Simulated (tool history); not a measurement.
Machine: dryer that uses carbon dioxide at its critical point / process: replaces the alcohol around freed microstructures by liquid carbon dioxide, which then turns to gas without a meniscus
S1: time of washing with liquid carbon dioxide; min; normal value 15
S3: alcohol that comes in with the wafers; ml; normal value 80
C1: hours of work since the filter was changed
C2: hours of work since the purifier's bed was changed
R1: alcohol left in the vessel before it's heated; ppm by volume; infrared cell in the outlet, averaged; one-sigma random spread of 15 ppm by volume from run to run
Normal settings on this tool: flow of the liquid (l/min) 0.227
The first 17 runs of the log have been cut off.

{"run": 18, "hour": 127.0, "S1": 15, "flow of the liquid (l/min)": 0.19, "S3": 80, "C1": 12, "C2": 64, "R1": 2446}
{"run": 19, "hour": 137.3, "S1": 15, "flow of the liquid (l/min)": 0.19, "S3": 80, "C1": 17, "C2": 69, "R1": 2502}
{"run": 20, "hour": 144.5, "S1": 15, "flow of the liquid (l/min)": 0.227, "S3": 80, "C1": 20, "C2": 73, "R1": 1028}
{"run": 21, "hour": 149.9, "S1": 15, "flow of the liquid (l/min)": 0.227, "S3": 80, "C1": 23, "C2": 75, "R1": 1048}
{"run": 22, "hour": 156.6, "S1": 15, "flow of the liquid (l/min)": 0.227, "S3": 80, "C1": 26, "C2": 78, "R1": 1072}
{"run": 23, "hour": 165.4, "S1": 14, "flow of the liquid (l/min)": 0.2, "S3": 96, "C1": 30, "C2": 83, "R1": 3278}
{"run": 24, "hour": 171.5, "S1": 15, "flow of the liquid (l/min)": 0.205, "S3": 102, "C1": 33, "C2": 85, "R1": 2351}
{"run": 25, "hour": 181.0, "S1": 15, "flow of the liquid (l/min)": 0.182, "S3": 80, "C1": 38, "C2": 90, "R1": 3232}
{"run": 26, "hour": 185.2, "S1": 14, "flow of the liquid (l/min)": 0.237, "S3": 62, "C1": 40, "C2": 92, "R1": 992}
{"run": 27, "hour": 190.7, "S1": 14, "flow of the liquid (l/min)": 0.237, "S3": 62, "C1": 42, "C2": 95, "R1": 997}
{"run": 28, "hour": 198.0, "S1": 15, "flow of the liquid (l/min)": 0.295, "S3": 22, "C1": 46, "C2": 98, "R1": 91}
{"run": 29, "hour": 207.1, "S1": 15, "flow of the liquid (l/min)": 0.295, "S3": 62, "C1": 50, "C2": 102, "R1": 203}
{"run": 30, "hour": 215.8, "S1": 17, "flow of the liquid (l/min)": 0.264, "S3": 21, "C1": 54, "C2": 107, "R1": 82}
{"run": 31, "hour": 223.6, "S1": 17, "flow of the liquid (l/min)": 0.264, "S3": 21, "C1": 58, "C2": 110, "R1": 83}

Predict the results of run 32:
{"run": 32, "hour": 233.8, "S1": 17, "flow of the liquid (l/min)": 0.264, "S3": 21, "C1": 63, "C2": 115, "R1": "?"}

R1: 87 ppm by volume
With no hidden state in the tool, this same run would have given R1 45 ppm by volume.

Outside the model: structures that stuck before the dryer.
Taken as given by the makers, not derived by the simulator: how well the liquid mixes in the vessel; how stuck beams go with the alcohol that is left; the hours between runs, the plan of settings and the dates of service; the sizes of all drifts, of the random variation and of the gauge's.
